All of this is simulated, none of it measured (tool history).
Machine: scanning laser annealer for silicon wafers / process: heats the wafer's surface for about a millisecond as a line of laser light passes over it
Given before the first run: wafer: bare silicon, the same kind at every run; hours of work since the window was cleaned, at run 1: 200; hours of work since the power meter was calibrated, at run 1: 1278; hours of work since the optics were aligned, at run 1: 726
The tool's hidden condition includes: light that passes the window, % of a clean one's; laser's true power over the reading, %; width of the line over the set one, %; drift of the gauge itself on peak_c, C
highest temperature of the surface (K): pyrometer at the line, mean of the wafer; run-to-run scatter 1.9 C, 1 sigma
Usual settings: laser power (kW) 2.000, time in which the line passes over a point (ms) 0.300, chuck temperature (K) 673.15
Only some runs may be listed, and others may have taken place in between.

run      day  laser power (kW)  time in which the line passes over a point (ms)  chuck temperature (K)  hours of work since the window was cleaned  hours of work since the power meter was calibrated  hours of work since the optics were aligned  highest temperature of the surface (K)
  1    0.000             2.000                                            0.300                 673.15                                         200                                                1278                                          726                                 1445.15
  2    3.383             2.000                                            0.375                 673.15                                         245                                                1323                                          772                                 1540.15
  3    5.733             2.000                                            0.375                 673.15                                         277                                                1355                                          803                                 1538.15
  4    8.671             2.000                                            0.375                 673.15                                         316                                                1394                                          842                                 1538.15
  5   12.200             2.000                                            0.375                 673.15                                         363                                                1441                                          889                                 1530.15
  6   15.575             2.000                                            0.300                 673.15                                         408                                                1486                                          934                                 1442.15
  7   19.800             2.000                                            0.300                 673.15                                         464                                                1542                                          991                                 1437.15
  8   23.954             2.000                                            0.300                 713.15                                         520                                                1598                                         1046                                 1478.15
      25.304  -- optics aligned, line set to its width
  9   28.379             2.000                                            0.300                 673.15                                         576                                                1654                                           41                                 1452.15
 10   32.171             2.000                                            0.300                 673.15                                         627                                                1705                                           92                                 1453.15
 11   35.679             2.000                                            0.300                 673.15                                         674                                                1752                                          138                                 1447.15
      36.154  -- window over the wafer cleaned
 12   38.104             2.000                                            0.271                 673.15                                          26                                                1783                                          170                                 1406.15
 13   40.375             2.000                                            0.300                 709.15                                          56                                                1813                                          200                                 1481.15
 14   42.792             2.000                                            0.300                 673.15                                          89                                                1845                                          232                                 1443.15
      45.500  -- window over the wafer cleaned, once more
 15   46.208             2.000                                            0.300                 673.15                                           9                                                1890                                          277                                 1463.15
 16   48.521             2.000                                            0.360                 673.15                                          40                                                1921                                          308                                 1533.15
 17   50.896             2.000                                            0.360                 677.15                                          72                                                1952                                          339                                 1535.15
 18   54.083             2.000                                            0.360                 677.15                                         115                                                1995                                          382                                 1536.15
 19   56.083             2.000                                            0.339                 673.15                                         141                                                2022                                          409                                 1508.15
 20   59.621             2.000                                            0.311                 673.15                                         188                                                2069                                          456                                 1468.15
 21   63.000             2.000                                            0.311                 673.15                                         234                                                2114                                          501                                 1469.15
 22   66.558             2.049                                            0.264                 642.15                                         281                                                2161                                          548                                 1388.15
 23   69.658             2.063                                            0.264                 642.15                                         323                                                2203                                          590                                 1394.15
 24   71.742             1.901                                            0.366                 705.15                                         350                                                2231                                          618                                 1522.15
 25   73.783             1.901                                            0.366                 705.15                                         378                                                2258                                          645                                 1526.15
 26   77.896             1.901                                            0.366                 705.15                                         432                                                2313                                          700                                 1520.15
 27   80.821             1.770                                            0.346                 634.15                                         472                                                2352                                          739                                 1370.15
 28   84.083             1.853                                            0.250                 634.15                                         515                                                2395                                          782                                 1287.15
 29   87.812             2.009                                            0.226                 673.15                                         565                                                2445                                          832                                 1345.15
 30   89.646             2.009                                            0.226                 673.15                                         589                                                2470                                          857                                 1348.15
 31   91.529             1.919                                            0.248                 684.15                                         614                                                2495                                          882                                 1355.15
 32   95.350             1.919                                            0.248                 684.15                                         665                                                2546                                          933                                 1356.15
 33   97.858             1.749                                            0.227                 671.15                                         699                                                2579                                          966                                 1253.15
 34  100.112             1.749                                            0.227                 671.15                                         729                                                2609                                          996                                 1257.15
 35  103.933             1.843                                            0.298                 698.15                                         780                                                2660                                         1047                                 1403.15
     105.096  -- optics aligned, line set to its width
     106.167  -- window over the wafer cleaned
 36  106.679             1.749                                            0.300                 673.15                                           7                                                2693                                           20                                 1367.15
 37  108.779             1.749                                            0.300                 676.15                                          35                                                2721                                           48                                 1370.15
 38  112.538             2.000                                            0.300                 667.15                                          85                                                2771                                           98                                 1460.15
 39  115.404             2.000                                            0.300                 667.15                                         123                                                2810                                          136                                 1457.15
 40  117.333             2.000                                            0.252                 673.15                                         149                                                2835                                          162                                 1396.15
 41  121.333             2.000                                            0.252                 673.15                                         202                                                2889                                          216                                 1396.15

Alternative continuations, all from the tool just after run 41; predict every row:
  A  123.550             1.826                                            0.326                 639.15                                         232                                                2918                                          245                                       ?
  B  123.550             2.000                                            0.252                 644.15                                         232                                                2918                                          245                                       ?
  C  123.550             2.000                                            0.252                 679.15                                         232                                                2918                                          245                                       ?

run  highest temperature of the surface (K)
  A                                 1388.15
  B                                 1364.15
  C                                 1400.15
The same runs, with their run-to-run variation unchanged, on a tool lacking any hidden condition would have given:
run  highest temperature of the surface (K)
  A                                 1380.15
  B                                 1356.15
  C                                 1392.15

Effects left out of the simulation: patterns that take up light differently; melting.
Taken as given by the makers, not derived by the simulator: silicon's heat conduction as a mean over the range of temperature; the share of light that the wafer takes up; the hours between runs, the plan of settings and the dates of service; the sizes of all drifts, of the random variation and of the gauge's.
